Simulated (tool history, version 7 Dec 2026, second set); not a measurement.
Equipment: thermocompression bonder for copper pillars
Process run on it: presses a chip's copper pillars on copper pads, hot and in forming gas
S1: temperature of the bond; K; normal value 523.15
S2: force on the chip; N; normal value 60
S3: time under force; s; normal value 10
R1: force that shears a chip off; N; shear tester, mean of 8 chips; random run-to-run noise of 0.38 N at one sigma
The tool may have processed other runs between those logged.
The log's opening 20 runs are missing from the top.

| run | day | S1 | S2 | S3 | R1 |
|---|---|---|---|---|---|
| 21 | 18.275 | 524.15 | 85 | 20 | 83.1 |
| 22 | 19.625 | 524.15 | 85 | 20 | 82.6 |
| 23 | 20.533 | 501.15 | 82 | 20 | 72.1 |
| 24 | 21.521 | 505.15 | 77 | 5 | 47.3 |
| 25 | 22.783 | 523.15 | 62 | 10 | 57.2 |
|  | 22.921 | forming gas filter changed |
|  | 23.629 | heater calibrated with a thermocouple chip |
| 26 | 24.258 | 523.15 | 62 | 10 | 60.7 |
| 27 | 25.154 | 548.15 | 69 | 7 | 70.9 |
| 28 | 25.954 | 548.15 | 69 | 7 | 71.4 |
| 29 | 26.583 | 548.15 | 69 | 7 | 70.1 |
| 30 | 27.429 | 548.15 | 69 | 7 | 70.0 |
| 31 | 28.488 | 546.15 | 66 | 7 | 66.4 |
| 32 | 29.492 | 546.15 | 66 | 7 | 65.3 |
| 33 | 30.521 | 546.15 | 38 | 24 | 59.5 |
| 34 | 31.300 | 534.15 | 64 | 18 | 72.7 |
| 35 | 32.362 | 534.15 | 63 | 7 | 56.4 |
| 36 | 33.300 | 534.15 | 63 | 7 | 55.5 |
| 37 | 34.433 | 534.15 | 63 | 7 | 54.8 |
|  | 35.004 | forming gas filter changed |
| 38 | 35.329 | 523.15 | 36 | 10 | 35.7 |
| 39 | 36.550 | 523.15 | 36 | 10 | 36.2 |
| 40 | 37.692 | 535.15 | 85 | 14 | 85.3 |

Here are 4 independent what-if runs from the current tool condition. What would each one return?
| A | 38.621 | 546.15 | 73 | 14 | ? |
| B | 38.621 | 535.15 | 80 | 14 | ? |
| C | 38.621 | 535.15 | 85 | 7 | ? |
| D | 38.621 | 523.15 | 47 | 11 | ? |

| run | R1 |
|---|---|
| A | 82.8 |
| B | 82.9 |
| C | 74.5 |
| D | 48.2 |
Take away the tool's hidden state, keep each run's random variation, and the runs would have read:
| run | R1 |
|---|---|
| A | 83.8 |
| B | 83.8 |
| C | 74.8 |
| D | 47.5 |

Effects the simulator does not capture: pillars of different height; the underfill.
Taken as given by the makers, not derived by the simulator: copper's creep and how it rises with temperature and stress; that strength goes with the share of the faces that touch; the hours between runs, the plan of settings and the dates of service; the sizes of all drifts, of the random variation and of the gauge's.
